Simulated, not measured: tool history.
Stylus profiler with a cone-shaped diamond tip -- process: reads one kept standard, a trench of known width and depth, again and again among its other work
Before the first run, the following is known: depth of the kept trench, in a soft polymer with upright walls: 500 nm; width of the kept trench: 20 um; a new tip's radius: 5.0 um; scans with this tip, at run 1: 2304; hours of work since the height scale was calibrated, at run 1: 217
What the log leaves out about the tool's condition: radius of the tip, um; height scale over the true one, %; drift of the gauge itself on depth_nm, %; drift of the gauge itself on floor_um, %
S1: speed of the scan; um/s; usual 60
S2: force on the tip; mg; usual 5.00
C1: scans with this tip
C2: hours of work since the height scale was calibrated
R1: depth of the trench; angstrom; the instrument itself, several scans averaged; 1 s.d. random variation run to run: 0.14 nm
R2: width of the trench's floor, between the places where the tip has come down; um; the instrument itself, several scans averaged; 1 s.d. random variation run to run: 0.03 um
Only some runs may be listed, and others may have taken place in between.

Run 1, hour 0.0: usual settings; C1 2304; C2 217. Result: R1 5085.1 angstrom, R2 15.22 um.
Run 2, hour 54.5: usual settings; C1 2732; C2 257. Result: R1 5088.4 angstrom, R2 15.18 um.
Run 3, hour 131.2: usual settings; C1 3335; C2 314. Result: R1 5084.9 angstrom, R2 15.16 um.
Run 4, hour 176.1: usual settings; C1 3688; C2 347. Result: R1 5087.7 angstrom, R2 15.12 um.
Run 5, hour 229.6: usual settings but S2 12.26 mg; C1 4108; C2 386. Result: R1 5156.7 angstrom, R2 15.19 um.
Run 6, hour 312.5: usual settings but S1 97 um/s; C1 4760; C2 448. Result: R1 5084.6 angstrom, R2 14.92 um.
Run 7, hour 391.7: usual settings but S1 36 um/s; C1 5382; C2 506. Result: R1 5083.0 angstrom, R2 15.02 um.
Run 8, hour 460.2: usual settings but S1 36 um/s, S2 9.05 mg; C1 5920; C2 557. Result: R1 5124.8 angstrom, R2 15.03 um.
Run 9, hour 533.1: usual settings but S1 36 um/s, S2 9.05 mg; C1 6493; C2 611. Result: R1 5123.3 angstrom, R2 14.99 um.
Run 10, hour 607.0: usual settings but S1 36 um/s, S2 9.05 mg; C1 7073; C2 665. Result: R1 5125.5 angstrom, R2 14.99 um.
Run 11, hour 694.4: usual settings; C1 7760; C2 730. Result: R1 5077.0 angstrom, R2 14.84 um.
Run 12, hour 774.9: usual settings; C1 8393; C2 790. Result: R1 5078.7 angstrom, R2 14.71 um.
Run 13, hour 837.4: usual settings but S2 3.42 mg; C1 8883; C2 836. Result: R1 5057.6 angstrom, R2 14.66 um.
Run 14, hour 882.4: usual settings but S2 3.42 mg; C1 9237; C2 869. Result: R1 5060.5 angstrom, R2 14.61 um.
Run 15, hour 971.1: usual settings but S2 3.42 mg; C1 9934; C2 935. Result: R1 5057.2 angstrom, R2 14.52 um.
Run 16, hour 1016.8: usual settings but S1 42 um/s, S2 3.42 mg; C1 10294; C2 968. Result: R1 5056.1 angstrom, R2 14.55 um.
Run 17, hour 1057.3: usual settings but S1 42 um/s, S2 3.42 mg; C1 10612; C2 998. Result: R1 5056.7 angstrom, R2 14.53 um.
Run 18, hour 1103.2: usual settings but S1 203 um/s; C1 10972; C2 1032. Result: R1 5075.8 angstrom, R2 14.13 um.
Run 19, hour 1143.1: usual settings; C1 11285; C2 1062. Result: R1 5075.3 angstrom, R2 14.55 um.
Run 20, hour 1220.1: usual settings; C1 11891; C2 1119. Result: R1 5073.2 angstrom, R2 14.40 um.
Run 21, hour 1270.4: usual settings; C1 12286; C2 1156. Result: R1 5072.8 angstrom, R2 14.41 um.
Run 22, hour 1341.2: usual settings; C1 12842; C2 1208. Result: R1 5070.8 angstrom, R2 14.32 um.
Run 23, hour 1409.3: usual settings; C1 13377; C2 1258. Result: R1 5070.8 angstrom, R2 14.32 um.
Run 24, hour 1476.1: usual settings but S1 21 um/s, S2 2.75 mg; C1 13903; C2 1308. Result: R1 5038.1 angstrom, R2 14.27 um.
Run 25, hour 1550.9: usual settings but S1 145 um/s, S2 4.35 mg; C1 14490; C2 1363. Result: R1 5060.9 angstrom, R2 13.91 um.
At hour 1578.4: new tip fitted, height scale calibrated.
Run 26, hour 1616.0: usual settings but S1 145 um/s, S2 4.35 mg; C1 295; C2 28. Result: R1 5078.4 angstrom, R2 15.10 um.
Run 27, hour 1681.4: usual settings but S2 6.42 mg; C1 810; C2 76. Result: R1 5102.9 angstrom, R2 15.33 um.

Predict the results of run 28:
Run 28, hour 1753.8: usual settings but S2 6.42 mg; C1 1378; C2 130. Result: R1 ?, R2 ?.

{"run 28": {"R1": 5098.8, "R2": 15.3}}
Without the tool's hidden state the same run would have given R1 5103.0 angstrom, R2 15.50 um.

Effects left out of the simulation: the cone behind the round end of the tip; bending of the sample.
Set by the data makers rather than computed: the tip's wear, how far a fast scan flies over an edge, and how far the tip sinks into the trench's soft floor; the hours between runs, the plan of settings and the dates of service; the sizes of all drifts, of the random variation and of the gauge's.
